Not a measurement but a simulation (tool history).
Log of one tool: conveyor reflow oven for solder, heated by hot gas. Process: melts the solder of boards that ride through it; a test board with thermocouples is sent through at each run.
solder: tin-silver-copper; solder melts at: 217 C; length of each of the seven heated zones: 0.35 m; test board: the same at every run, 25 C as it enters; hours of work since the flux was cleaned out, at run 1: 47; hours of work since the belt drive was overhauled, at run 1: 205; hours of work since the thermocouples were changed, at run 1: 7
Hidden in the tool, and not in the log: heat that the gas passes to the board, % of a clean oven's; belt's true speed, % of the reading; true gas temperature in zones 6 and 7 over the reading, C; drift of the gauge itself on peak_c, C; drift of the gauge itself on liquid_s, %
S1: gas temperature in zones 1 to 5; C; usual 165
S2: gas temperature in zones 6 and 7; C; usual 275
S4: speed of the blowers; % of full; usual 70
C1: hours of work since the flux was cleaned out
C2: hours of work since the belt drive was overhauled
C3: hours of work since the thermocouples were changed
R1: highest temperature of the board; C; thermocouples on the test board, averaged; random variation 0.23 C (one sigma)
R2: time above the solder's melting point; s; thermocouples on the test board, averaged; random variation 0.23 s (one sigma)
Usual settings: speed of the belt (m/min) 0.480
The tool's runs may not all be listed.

{"run": 1, "day": 0.0, "S1": 165, "S2": 275, "speed of the belt (m/min)": 0.48, "S4": 70, "C1": 47, "C2": 205, "C3": 7, "R1": 255.9, "R2": 64.9}
{"run": 2, "day": 0.583, "S1": 165, "S2": 275, "speed of the belt (m/min)": 0.48, "S4": 70, "C1": 54, "C2": 211, "C3": 14, "R1": 255.9, "R2": 64.6}
{"run": 3, "day": 1.171, "S1": 165, "S2": 275, "speed of the belt (m/min)": 0.48, "S4": 70, "C1": 61, "C2": 218, "C3": 21, "R1": 256.0, "R2": 64.7}
{"run": 4, "day": 1.692, "S1": 165, "S2": 275, "speed of the belt (m/min)": 0.48, "S4": 70, "C1": 67, "C2": 224, "C3": 27, "R1": 255.3, "R2": 64.9}
{"run": 5, "day": 2.067, "S1": 165, "S2": 275, "speed of the belt (m/min)": 0.48, "S4": 70, "C1": 71, "C2": 229, "C3": 31, "R1": 255.7, "R2": 64.4}
{"run": 6, "day": 2.579, "S1": 165, "S2": 275, "speed of the belt (m/min)": 0.48, "S4": 70, "C1": 77, "C2": 235, "C3": 37, "R1": 256.0, "R2": 64.4}
{"run": 7, "day": 2.896, "S1": 165, "S2": 275, "speed of the belt (m/min)": 0.48, "S4": 70, "C1": 81, "C2": 238, "C3": 41, "R1": 256.1, "R2": 64.5}
{"run": 8, "day": 3.446, "S1": 165, "S2": 286, "speed of the belt (m/min)": 0.48, "S4": 70, "C1": 87, "C2": 245, "C3": 47, "R1": 265.0, "R2": 71.4}
{"run": 9, "day": 3.717, "S1": 165, "S2": 275, "speed of the belt (m/min)": 0.504, "S4": 80, "C1": 91, "C2": 248, "C3": 50, "R1": 256.3, "R2": 62.5}
{"run": 10, "day": 4.171, "S1": 165, "S2": 275, "speed of the belt (m/min)": 0.504, "S4": 80, "C1": 96, "C2": 253, "C3": 56, "R1": 256.6, "R2": 62.1}
{"day": 4.442, "done": "flux residue cleaned out of gas plates and filters"}
{"run": 11, "day": 4.942, "S1": 165, "S2": 275, "speed of the belt (m/min)": 0.504, "S4": 80, "C1": 6, "C2": 260, "C3": 62, "R1": 255.4, "R2": 62.2}
{"run": 12, "day": 5.279, "S1": 165, "S2": 273, "speed of the belt (m/min)": 0.453, "S4": 63, "C1": 10, "C2": 264, "C3": 66, "R1": 253.7, "R2": 67.1}
{"run": 13, "day": 5.808, "S1": 165, "S2": 273, "speed of the belt (m/min)": 0.453, "S4": 63, "C1": 16, "C2": 270, "C3": 72, "R1": 253.4, "R2": 66.6}

Forecast each of these 5 alternatives for the next run:
{"run": "A", "day": 6.446, "S1": 165, "S2": 278, "speed of the belt (m/min)": 0.48, "S4": 70, "C1": 23, "C2": 277, "C3": 80, "R1": "?", "R2": "?"}
{"run": "B", "day": 6.446, "S1": 157, "S2": 267, "speed of the belt (m/min)": 0.48, "S4": 69, "C1": 23, "C2": 277, "C3": 80, "R1": "?", "R2": "?"}
{"run": "C", "day": 6.446, "S1": 173, "S2": 273, "speed of the belt (m/min)": 0.425, "S4": 50, "C1": 23, "C2": 277, "C3": 80, "R1": "?", "R2": "?"}
{"run": "D", "day": 6.446, "S1": 180, "S2": 281, "speed of the belt (m/min)": 0.382, "S4": 63, "C1": 23, "C2": 277, "C3": 80, "R1": "?", "R2": "?"}
{"run": "E", "day": 6.446, "S1": 162, "S2": 273, "speed of the belt (m/min)": 0.453, "S4": 63, "C1": 23, "C2": 277, "C3": 80, "R1": "?", "R2": "?"}

run=A R1=257.9 R2=66.7
run=B R1=246.2 R2=53.7
run=C R1=253.4 R2=74.0
run=D R1=268.4 R2=99.9
run=E R1=253.1 R2=65.1
Without the tool's hidden state the same runs would have given:
run=A R1=259.7 R2=68.0
run=B R1=248.0 R2=55.6
run=C R1=254.6 R2=75.0
run=D R1=269.7 R2=100.2
run=E R1=254.7 R2=66.5
